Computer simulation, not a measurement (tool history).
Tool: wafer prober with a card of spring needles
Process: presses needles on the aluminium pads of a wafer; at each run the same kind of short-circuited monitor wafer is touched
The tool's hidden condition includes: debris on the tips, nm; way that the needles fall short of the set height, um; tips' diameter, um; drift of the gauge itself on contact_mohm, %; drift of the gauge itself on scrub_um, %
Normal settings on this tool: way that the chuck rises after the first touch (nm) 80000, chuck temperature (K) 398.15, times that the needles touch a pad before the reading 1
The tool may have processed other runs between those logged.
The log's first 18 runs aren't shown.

| run | hour | way that the chuck rises after the first touch (nm) | chuck temperature (K) | times that the needles touch a pad before the reading | touches since the tips were cleaned | cleanings since the card got new needles | touches since the first contact's height was set | resistance of one needle with its contact and lead (mohm) | way that a needle slides on the pad (nm) |
|---|---|---|---|---|---|---|---|---|---|
|  | 847.1 | tips cleaned on abrasive film |
|  | 873.5 | tips cleaned on abrasive film |
| 19 | 873.6 | 60000 | 302.15 | 3 | 10 | 148 | 61991 | 155 | 11250 |
|  | 895.6 | height of the first contact set anew |
|  | 901.0 | tips cleaned on abrasive film |
| 20 | 909.8 | 84000 | 397.15 | 2 | 3447 | 149 | 5530 | 175 | 15840 |
|  | 927.1 | tips cleaned on abrasive film |
|  | 953.4 | tips cleaned on abrasive film |
| 21 | 963.8 | 76000 | 398.15 | 1 | 4072 | 151 | 26526 | 194 | 14300 |
|  | 976.8 | tips cleaned on abrasive film |
|  | 1002.0 | tips cleaned on abrasive film |
|  | 1025.6 | tips cleaned on abrasive film |
| 22 | 1025.6 | 80000 | 398.15 | 2 | 0 | 154 | 50565 | 163 | 15030 |
|  | 1049.2 | tips cleaned on abrasive film |
|  | 1074.7 | tips cleaned on abrasive film |
|  | 1078.8 | height of the first contact set anew |
| 23 | 1078.8 | 78000 | 398.15 | 2 | 1474 | 156 | 0 | 174 | 14770 |
|  | 1101.7 | tips cleaned on abrasive film |
|  | 1127.4 | tips cleaned on abrasive film |
| 24 | 1141.3 | 78000 | 398.15 | 2 | 5449 | 158 | 24356 | 184 | 14710 |
|  | 1153.4 | tips cleaned on abrasive film |
|  | 1177.2 | tips cleaned on abrasive film |
|  | 1201.9 | tips cleaned on abrasive film |
| 25 | 1207.4 | 78000 | 307.15 | 2 | 2166 | 161 | 50079 | 158 | 14700 |
|  | 1225.3 | tips cleaned on abrasive film |
| 26 | 1242.2 | 80000 | 330.15 | 3 | 6612 | 162 | 63634 | 167 | 15040 |
|  | 1249.5 | tips cleaned on abrasive film |
|  | 1261.5 | card fitted with new needles |
|  | 1284.4 | tips cleaned on abrasive film |
| 27 | 1290.4 | 80000 | 301.15 | 1 | 2355 | 1 | 11273 | 148 | 15090 |
|  | 1307.8 | tips cleaned on abrasive film |
|  | 1333.7 | tips cleaned on abrasive film |
| 28 | 1346.9 | 71000 | 366.15 | 2 | 5178 | 3 | 33278 | 166 | 13390 |
|  | 1361.3 | tips cleaned on abrasive film |
|  | 1387.8 | tips cleaned on abrasive film |
| 29 | 1397.7 | 70000 | 395.15 | 2 | 3868 | 5 | 53050 | 171 | 13160 |

Run 30 is up next; what results do you expect?
|  | 1413.6 | tips cleaned on abrasive film |
|  | 1436.5 | tips cleaned on abrasive film |
|  | 1445.4 | height of the first contact set anew |
| 30 | 1453.1 | 84000 | 311.15 | 3 | 6372 | 7 | 2978 | ? | ? |

Run 30 gave resistance of one needle with its contact and lead (mohm) 146, way that a needle slides on the pad (nm) 15880.
Had the tool carried no hidden state, the very same run would have given resistance of one needle with its contact and lead (mohm) 138, way that a needle slides on the pad (nm) 15880.
